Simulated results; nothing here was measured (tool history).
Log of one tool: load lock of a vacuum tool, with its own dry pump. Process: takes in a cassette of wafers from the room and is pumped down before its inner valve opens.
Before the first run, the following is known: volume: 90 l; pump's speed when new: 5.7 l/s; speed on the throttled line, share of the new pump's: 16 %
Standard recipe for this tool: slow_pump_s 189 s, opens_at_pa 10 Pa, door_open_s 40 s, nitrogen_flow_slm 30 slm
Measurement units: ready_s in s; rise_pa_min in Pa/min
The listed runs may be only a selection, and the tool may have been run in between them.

run    hour  slow_pump_s  opens_at_pa  door_open_s  nitrogen_flow_slm  incoming humidity of the room's air, %  ready_s  rise_pa_min
  1       0          189           10           40                 30                                    44.2    304.7        0.009
  2   136.6          189           13           40                 30                                    48.2    304.3        0.007
  3   293.1          189           10           40                 30                                      43    305.9        0.007
  4   407.2          189           10           40                 30                                    45.5    305.5        0.006
  5   564.1          189           10           40                 30                                    45.4    304.7         0.01
  6   699.8          189           10           40                 30                                    42.6    303.4        0.008
  7     772          189           10           40                 23                                    44.8    308.6        0.012
  8   888.4          189           10           40                 30                                    44.4    311.6        0.011
  9  1022.4          157           10           40                 30                                    47.8    279.3        0.008
 10  1153.5          157           10           40                 30                                    45.8    280.6        0.009
 11  1265.1          157           10           40                 30                                    40.5    277.6        0.011
 12  1357.5          157           10           40                 30                                    41.8      278        0.005
 13    1441          157           10           40                 30                                    45.1    277.5        0.007
 14  1510.6          304           17          237                 20                                    44.5    390.1        0.032
 15  1597.3          304           17          237                 20                                    43.8    394.2        0.033
 16  1748.7          304           17          237                 20                                    43.3    393.3         0.03
 17  1841.5          235           10           83                 44                                    46.1    345.4        0.007
 18    1929          204           10           40                 30                                    42.8    316.9        0.012
 19  2054.4          191            9           40                 25                                    44.9    311.4        0.011
 20  2153.8          320           19           40                 30                                    46.6    400.6        0.011
 21  2308.1          320           19           31                 30                                      43    403.3            0
 22  2425.4          320           19           31                 30                                    46.1    405.7        0.003
 23  2512.2          189            9           40                  9                                    44.6    309.6        0.014
 24  2640.6          189            9           40                  9                                    45.1    307.7        0.011
 25  2720.2          189           11           40                 15                                    48.1      304        0.015

What if the next run were any one of these 4? Each begins from the tool's condition after run 25:
  A  2794.6          189           17          196                 15                                    45.1        ?            ?
  B  2794.6          189           11          117                  8                                    42.5        ?            ?
  C  2794.6          189            9           68                 30                                    42.4        ?            ?
  D  2794.6          189            8           40                  7                                    45.6        ?            ?

run  ready_s  rise_pa_min
  A    296.8        0.032
  B    305.8        0.027
  C    305.7         0.01
  D    310.5        0.014
Had the tool no hidden state, the same runs would have come out as:
run  ready_s  rise_pa_min
  A    296.7        0.032
  B    305.7        0.026
  C    305.7         0.01
  D    310.4        0.014

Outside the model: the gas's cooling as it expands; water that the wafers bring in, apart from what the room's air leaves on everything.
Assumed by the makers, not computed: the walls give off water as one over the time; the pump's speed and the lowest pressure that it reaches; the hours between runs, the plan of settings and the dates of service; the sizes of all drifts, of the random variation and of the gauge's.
